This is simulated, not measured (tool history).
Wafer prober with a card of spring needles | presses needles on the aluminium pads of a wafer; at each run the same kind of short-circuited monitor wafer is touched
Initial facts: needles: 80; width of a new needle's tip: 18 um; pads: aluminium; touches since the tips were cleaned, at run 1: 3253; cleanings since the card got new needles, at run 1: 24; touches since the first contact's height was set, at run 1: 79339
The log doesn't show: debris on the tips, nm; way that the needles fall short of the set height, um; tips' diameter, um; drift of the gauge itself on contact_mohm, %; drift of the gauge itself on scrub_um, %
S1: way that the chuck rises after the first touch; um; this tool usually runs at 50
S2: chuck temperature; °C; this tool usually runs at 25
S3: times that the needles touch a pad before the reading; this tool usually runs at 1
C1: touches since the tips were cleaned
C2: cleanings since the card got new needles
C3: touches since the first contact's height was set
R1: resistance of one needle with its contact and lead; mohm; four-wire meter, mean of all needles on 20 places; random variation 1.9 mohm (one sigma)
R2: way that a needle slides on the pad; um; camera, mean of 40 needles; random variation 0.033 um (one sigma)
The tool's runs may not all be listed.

run 1 day=0.000 | S1=50 S2=25 S3=1 | C1=3253 C2=24 C3=79339 | R1=200 R2=10.40
-- day=0.829 tips cleaned on abrasive film
run 2 day=0.888 | S1=50 S2=25 S3=1 | C1=404 C2=25 C3=85108 | R1=201 R2=10.44
run 3 day=1.533 | S1=50 S2=25 S3=1 | C1=4595 C2=25 C3=89299 | R1=196 R2=10.45
run 4 day=2.029 | S1=65 S2=25 S3=1 | C1=7839 C2=25 C3=92543 | R1=191 R2=13.52
-- day=2.183 tips cleaned on abrasive film
run 5 day=2.850 | S1=50 S2=55 S3=1 | C1=4329 C2=26 C3=97845 | R1=211 R2=10.42
run 6 day=3.417 | S1=50 S2=55 S3=1 | C1=8034 C2=26 C3=101550 | R1=202 R2=10.41
-- day=3.508 tips cleaned on abrasive film
run 7 day=4.521 | S1=50 S2=25 S3=1 | C1=6580 C2=27 C3=108707 | R1=195 R2=10.36
-- day=4.871 tips cleaned on abrasive film
run 8 day=5.325 | S1=50 S2=25 S3=1 | C1=2967 C2=28 C3=113934 | R1=198 R2=10.41
-- day=6.217 tips cleaned on abrasive film
run 9 day=6.338 | S1=50 S2=25 S3=1 | C1=785 C2=29 C3=120489 | R1=199 R2=10.37
run 10 day=7.075 | S1=30 S2=25 S3=1 | C1=5597 C2=29 C3=125301 | R1=217 R2=6.21
-- day=7.529 tips cleaned on abrasive film
run 11 day=8.204 | S1=50 S2=25 S3=1 | C1=4398 C2=30 C3=132635 | R1=197 R2=10.31
run 12 day=8.708 | S1=39 S2=27 S3=2 | C1=7674 C2=30 C3=135911 | R1=204 R2=8.07
-- day=8.858 tips cleaned on abrasive film
run 13 day=9.671 | S1=51 S2=87 S3=1 | C1=5310 C2=31 C3=142167 | R1=209 R2=10.53
-- day=10.179 tips cleaned on abrasive film
run 14 day=10.808 | S1=50 S2=25 S3=1 | C1=4083 C2=32 C3=149546 | R1=198 R2=10.31
-- day=11.508 tips cleaned on abrasive film
run 15 day=11.542 | S1=50 S2=25 S3=1 | C1=203 C2=33 C3=154289 | R1=198 R2=10.29
run 16 day=12.212 | S1=53 S2=26 S3=2 | C1=4574 C2=33 C3=158660 | R1=195 R2=10.89
-- day=12.838 tips cleaned on abrasive film
run 17 day=12.867 | S1=64 S2=37 S3=2 | C1=186 C2=34 C3=162897 | R1=194 R2=13.22
run 18 day=13.608 | S1=50 S2=63 S3=1 | C1=5041 C2=34 C3=167752 | R1=209 R2=10.30
-- day=14.212 tips cleaned on abrasive film
run 19 day=14.450 | S1=48 S2=116 S3=2 | C1=1557 C2=35 C3=173203 | R1=221 R2=9.83
-- day=14.612 height of the first contact set anew
run 20 day=15.321 | S1=37 S2=25 S3=2 | C1=7152 C2=35 C3=4614 | R1=202 R2=7.58
-- day=15.596 tips cleaned on abrasive film
run 21 day=16.017 | S1=37 S2=25 S3=2 | C1=2733 C2=36 C3=9110 | R1=203 R2=7.58

Each row is a separate what-if for the run after 21, all from the same tool condition, not one after another. Results?
-- day=16.942 tips cleaned on abrasive film
run A day=16.988 | S1=44 S2=80 S3=2 | C1=304 C2=37 C3=15409 | R1=? R2=?
-- day=16.942 tips cleaned on abrasive film
run B day=16.988 | S1=40 S2=102 S3=2 | C1=304 C2=37 C3=15409 | R1=? R2=?
-- day=16.942 tips cleaned on abrasive film
run C day=16.988 | S1=50 S2=65 S3=1 | C1=304 C2=37 C3=15409 | R1=? R2=?
-- day=16.942 tips cleaned on abrasive film
run D day=16.988 | S1=50 S2=25 S3=3 | C1=304 C2=37 C3=15409 | R1=? R2=?

run=A R1=218 R2=9.05
run=B R1=223 R2=8.17
run=C R1=204 R2=10.26
run=D R1=199 R2=10.28
Take away the tool's hidden state, keep each run's random variation, and the runs would have read:
run=A R1=218 R2=9.18
run=B R1=223 R2=8.29
run=C R1=204 R2=10.40
run=D R1=199 R2=10.42
